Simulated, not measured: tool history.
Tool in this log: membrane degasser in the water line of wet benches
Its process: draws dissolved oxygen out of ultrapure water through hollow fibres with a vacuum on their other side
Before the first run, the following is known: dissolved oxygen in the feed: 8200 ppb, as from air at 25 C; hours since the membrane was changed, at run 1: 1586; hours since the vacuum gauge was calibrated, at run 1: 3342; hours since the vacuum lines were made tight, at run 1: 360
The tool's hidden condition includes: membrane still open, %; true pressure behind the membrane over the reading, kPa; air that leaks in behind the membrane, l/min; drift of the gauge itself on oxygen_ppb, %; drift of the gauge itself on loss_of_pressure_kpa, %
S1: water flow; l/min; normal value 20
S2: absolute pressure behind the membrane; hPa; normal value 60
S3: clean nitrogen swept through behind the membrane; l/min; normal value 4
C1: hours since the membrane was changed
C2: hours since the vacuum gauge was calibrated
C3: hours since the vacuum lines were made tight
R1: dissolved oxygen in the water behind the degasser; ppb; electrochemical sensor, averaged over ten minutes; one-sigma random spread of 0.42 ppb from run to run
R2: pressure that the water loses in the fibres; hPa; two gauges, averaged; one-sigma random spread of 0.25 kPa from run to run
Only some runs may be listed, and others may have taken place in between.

Run 1, hour 0: usual settings; C1 1586; C2 3342; C3 360. Result: R1 39.8 ppb, R2 662.8 hPa.
Run 2, hour 66.4: usual settings; C1 1653; C2 3409; C3 426. Result: R1 39.7 ppb, R2 664.8 hPa.
Run 3, hour 168.8: usual settings; C1 1755; C2 3511; C3 529. Result: R1 40.2 ppb, R2 666.4 hPa.
Run 4, hour 256.6: usual settings; C1 1843; C2 3599; C3 617. Result: R1 40.8 ppb, R2 663.8 hPa.
Run 5, hour 400.9: usual settings; C1 1987; C2 3743; C3 761. Result: R1 40.5 ppb, R2 663.7 hPa.
Run 6, hour 535.6: usual settings; C1 2122; C2 3878; C3 896. Result: R1 40.7 ppb, R2 670.9 hPa.
Run 7, hour 688.2: usual settings; C1 2275; C2 4031; C3 1048. Result: R1 39.9 ppb, R2 669.1 hPa.
Run 8, hour 765.5: usual settings; C1 2352; C2 4108; C3 1126. Result: R1 40.5 ppb, R2 664.9 hPa.

What will run 9 give?
At hour 813.6: vacuum gauge calibrated.
Run 9, hour 901: usual settings; C1 2487; C2 87; C3 1261. Result: R1 ?, R2 ?.

R1: 36.7 ppb
R2: 666.4 hPa
With no hidden state in the tool, this same run would have given R1 36.2 ppb, R2 653 hPa.
